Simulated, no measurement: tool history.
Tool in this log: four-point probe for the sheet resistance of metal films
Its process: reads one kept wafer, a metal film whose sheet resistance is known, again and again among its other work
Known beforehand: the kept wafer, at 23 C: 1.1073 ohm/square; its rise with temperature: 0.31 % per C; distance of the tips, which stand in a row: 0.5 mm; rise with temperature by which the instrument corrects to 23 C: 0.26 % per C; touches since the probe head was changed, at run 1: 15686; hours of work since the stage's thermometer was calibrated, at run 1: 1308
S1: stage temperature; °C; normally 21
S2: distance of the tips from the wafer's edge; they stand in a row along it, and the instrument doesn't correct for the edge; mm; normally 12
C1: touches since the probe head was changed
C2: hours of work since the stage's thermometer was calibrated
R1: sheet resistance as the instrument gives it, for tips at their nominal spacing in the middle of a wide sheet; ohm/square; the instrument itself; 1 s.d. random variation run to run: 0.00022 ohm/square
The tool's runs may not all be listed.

run   hour  S1  S2     C1    C2        R1
  1      0  21  12  15686  1308  1.106937
  2    8.6  26  12  15942  1312  1.110067
  3   24.4  26  12  16413  1321  1.110068
  4     41  21  12  16909  1329  1.107152
  5   48.9  23  12  17144  1333  1.108785
  6   63.4  26  12  17580  1341   1.11051
  7   79.6  21  40  18064  1349   1.10612
  8   97.6  21  40  18601  1359   1.10617
  9  111.5  35  12  19014  1366  1.115182
 10  124.4  21  12  19399  1373  1.106995
 11  134.5  30  12  19703  1378   1.11227
 12  146.3  30  12  20054  1384  1.112277
 13  157.9  30   8  20399  1390  1.113115
 14  175.3  30   8  20921  1399  1.113533
 15  192.3  30   8  21428  1408  1.113688
 16  203.7  30   8  21768  1414  1.113731
 17  215.7  28   6  22126  1420  1.114086
 18    231  28   6  22585  1428  1.114423
 19  248.7  28   6  23112  1438  1.114572
 20  264.3  23   5  23579  1446  1.113031
 21  279.4  34  42  24028  1454  1.113587
 22  292.5  32  15  24419  1460  1.112641
 23  302.5  19  56  24718  1466  1.105141
 24  320.6  20   4  25259  1475  1.114521
 25  330.5  34   4  25554  1480  1.122761
 26  345.1  34   6  25989  1488  1.117559
 27  356.3  25  26  26325  1494  1.108824
 28  368.8  19   4  26697  1500  1.114116
 29  381.7  19   4  27082  1507  1.114401
 30  396.4  30  56  27524  1515  1.111268
 31  412.4  30  53  28000  1523  1.111272

Each row is a separate what-if for the run after 31, all from the same tool condition, not one after another. Results?
  A  422.6  21  53  28304  1528   ?
  B  422.6  33  56  28304  1528   ?
  C  422.6  29  53  28304  1528   ?

run        R1
  A   1.10622
  B  1.113068
  C  1.110481
What these runs would have given with no unlogged condition in the tool:
run        R1
  A  1.106281
  B  1.113129
  C  1.110542
